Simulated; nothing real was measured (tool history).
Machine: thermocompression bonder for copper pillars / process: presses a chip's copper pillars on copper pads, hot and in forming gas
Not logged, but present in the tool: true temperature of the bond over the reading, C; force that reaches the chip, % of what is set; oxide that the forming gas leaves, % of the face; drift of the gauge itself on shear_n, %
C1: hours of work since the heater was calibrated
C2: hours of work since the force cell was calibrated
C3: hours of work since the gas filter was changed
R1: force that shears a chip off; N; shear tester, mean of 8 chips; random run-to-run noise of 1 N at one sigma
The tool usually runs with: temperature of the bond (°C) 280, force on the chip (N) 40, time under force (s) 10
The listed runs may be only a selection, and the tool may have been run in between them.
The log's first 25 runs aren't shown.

{"run": 26, "hour": 331.4, "temperature of the bond (°C)": 262, "force on the chip (N)": 26, "time under force (s)": 10, "C1": 777, "C2": 719, "C3": 205, "R1": 51.0}
{"run": 27, "hour": 348.5, "temperature of the bond (°C)": 262, "force on the chip (N)": 26, "time under force (s)": 10, "C1": 789, "C2": 731, "C3": 217, "R1": 51.0}
{"run": 28, "hour": 360.6, "temperature of the bond (°C)": 281, "force on the chip (N)": 48, "time under force (s)": 6, "C1": 798, "C2": 740, "C3": 226, "R1": 71.7}
{"run": 29, "hour": 380.7, "temperature of the bond (°C)": 275, "force on the chip (N)": 49, "time under force (s)": 14, "C1": 812, "C2": 754, "C3": 240, "R1": 85.9}
{"run": 30, "hour": 395.4, "temperature of the bond (°C)": 271, "force on the chip (N)": 40, "time under force (s)": 14, "C1": 823, "C2": 764, "C3": 251, "R1": 74.8}
{"run": 31, "hour": 406.4, "temperature of the bond (°C)": 271, "force on the chip (N)": 30, "time under force (s)": 14, "C1": 831, "C2": 772, "C3": 258, "R1": 68.5}
{"run": 32, "hour": 421.2, "temperature of the bond (°C)": 271, "force on the chip (N)": 29, "time under force (s)": 6, "C1": 841, "C2": 783, "C3": 269, "R1": 49.4}
{"run": 33, "hour": 429.5, "temperature of the bond (°C)": 289, "force on the chip (N)": 40, "time under force (s)": 6, "C1": 847, "C2": 789, "C3": 275, "R1": 72.3}
{"run": 34, "hour": 443.9, "temperature of the bond (°C)": 284, "force on the chip (N)": 30, "time under force (s)": 24, "C1": 857, "C2": 799, "C3": 285, "R1": 89.5}
{"hour": 462.4, "done": "heater calibrated with a thermocouple chip"}
{"run": 35, "hour": 463.7, "temperature of the bond (°C)": 284, "force on the chip (N)": 30, "time under force (s)": 24, "C1": 1, "C2": 812, "C3": 298, "R1": 95.6}
{"run": 36, "hour": 472.0, "temperature of the bond (°C)": 305, "force on the chip (N)": 30, "time under force (s)": 8, "C1": 7, "C2": 817, "C3": 304, "R1": 91.7}
{"run": 37, "hour": 481.4, "temperature of the bond (°C)": 272, "force on the chip (N)": 26, "time under force (s)": 30, "C1": 14, "C2": 824, "C3": 310, "R1": 87.1}
{"run": 38, "hour": 501.5, "temperature of the bond (°C)": 272, "force on the chip (N)": 26, "time under force (s)": 30, "C1": 28, "C2": 838, "C3": 325, "R1": 88.2}

Each row is a separate what-if for the run after 38, all from the same tool condition, not one after another. Results?
{"run": "A", "hour": 518.1, "temperature of the bond (°C)": 301, "force on the chip (N)": 40, "time under force (s)": 28, "C1": 40, "C2": 850, "C3": 337, "R1": "?"}
{"run": "B", "hour": 518.1, "temperature of the bond (°C)": 295, "force on the chip (N)": 40, "time under force (s)": 8, "C1": 40, "C2": 850, "C3": 337, "R1": "?"}
{"run": "C", "hour": 518.1, "temperature of the bond (°C)": 310, "force on the chip (N)": 53, "time under force (s)": 30, "C1": 40, "C2": 850, "C3": 337, "R1": "?"}
{"run": "D", "hour": 518.1, "temperature of the bond (°C)": 253, "force on the chip (N)": 58, "time under force (s)": 17, "C1": 40, "C2": 850, "C3": 337, "R1": "?"}
{"run": "E", "hour": 518.1, "temperature of the bond (°C)": 284, "force on the chip (N)": 38, "time under force (s)": 7, "C1": 40, "C2": 850, "C3": 337, "R1": "?"}

run=A R1=112.3
run=B R1=88.7
run=C R1=117.9
run=D R1=82.4
run=E R1=75.5
Stripped of hidden state, with their random variation kept, the same runs would have yielded:
run=A R1=121.5
run=B R1=96.8
run=C R1=127.3
run=D R1=90.0
run=E R1=82.5
